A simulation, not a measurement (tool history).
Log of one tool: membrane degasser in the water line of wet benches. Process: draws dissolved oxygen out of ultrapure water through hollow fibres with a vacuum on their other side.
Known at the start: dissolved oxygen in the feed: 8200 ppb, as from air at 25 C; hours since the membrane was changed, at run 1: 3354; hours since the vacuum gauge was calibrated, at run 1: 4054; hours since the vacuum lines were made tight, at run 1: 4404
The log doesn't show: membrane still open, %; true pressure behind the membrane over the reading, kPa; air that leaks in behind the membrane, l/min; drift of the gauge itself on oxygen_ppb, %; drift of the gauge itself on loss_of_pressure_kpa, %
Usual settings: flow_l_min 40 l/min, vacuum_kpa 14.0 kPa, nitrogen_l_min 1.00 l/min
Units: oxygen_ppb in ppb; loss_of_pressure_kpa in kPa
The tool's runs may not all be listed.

run,hour,flow_l_min,vacuum_kpa,nitrogen_l_min,hours since the membrane was changed,hours since the vacuum gauge was calibrated,hours since the vacuum lines were made tight,oxygen_ppb,loss_of_pressure_kpa
1,0.0,40,14.0,1.00,3354,4054,4404,811.0,41.13
2,248.0,40,14.0,1.00,3602,4302,4652,811.7,40.84
3,353.4,40,14.0,1.00,3707,4407,4757,810.2,40.99
4,608.0,40,14.0,1.00,3962,4662,5012,810.5,41.41
5,778.1,40,14.0,1.00,4132,4832,5182,811.7,41.41
6,930.9,40,14.0,1.00,4285,4985,5335,814.7,41.63
7,1088.5,40,14.0,1.00,4442,5142,5492,812.4,41.27
# hour 1111.7: vacuum gauge calibrated
8,1242.9,40,14.0,1.00,4596,131,5646,811.9,41.45
9,1422.8,40,14.0,1.00,4776,311,5826,812.8,41.43
# hour 1531.8: seals of the vacuum lines changed
10,1576.8,40,14.0,1.00,4928,463,45,812.5,41.81
11,1813.3,49,14.0,1.00,5164,700,281,955.6,50.89
12,2023.7,49,14.0,1.00,5375,910,492,955.4,50.86
13,2193.4,40,9.3,2.78,5545,1080,662,211.2,41.98
# hour 2275.1: vacuum gauge calibrated, once more
14,2329.2,38,9.3,0.69,5680,54,797,597.7,39.59
15,2439.8,31,14.0,1.00,5790,165,908,657.1,31.93
16,2664.5,28,12.5,0.63,6015,389,1132,751.7,29.20

3 ways to go on from here, each from the tool as it stands after run 16. What would each give?
A,2804.3,30,23.6,1.53,6155,529,1272,?,?
B,2804.3,31,20.5,1.39,6155,529,1272,?,?
C,2804.3,40,14.0,2.74,6155,529,1272,?,?

run,oxygen_ppb,loss_of_pressure_kpa
A,816.1,31.16
B,784.5,32.45
C,360.0,41.57
Without the tool's hidden state the same runs would have given:
run,oxygen_ppb,loss_of_pressure_kpa
A,814.0,30.22
B,782.5,31.48
C,357.3,40.33
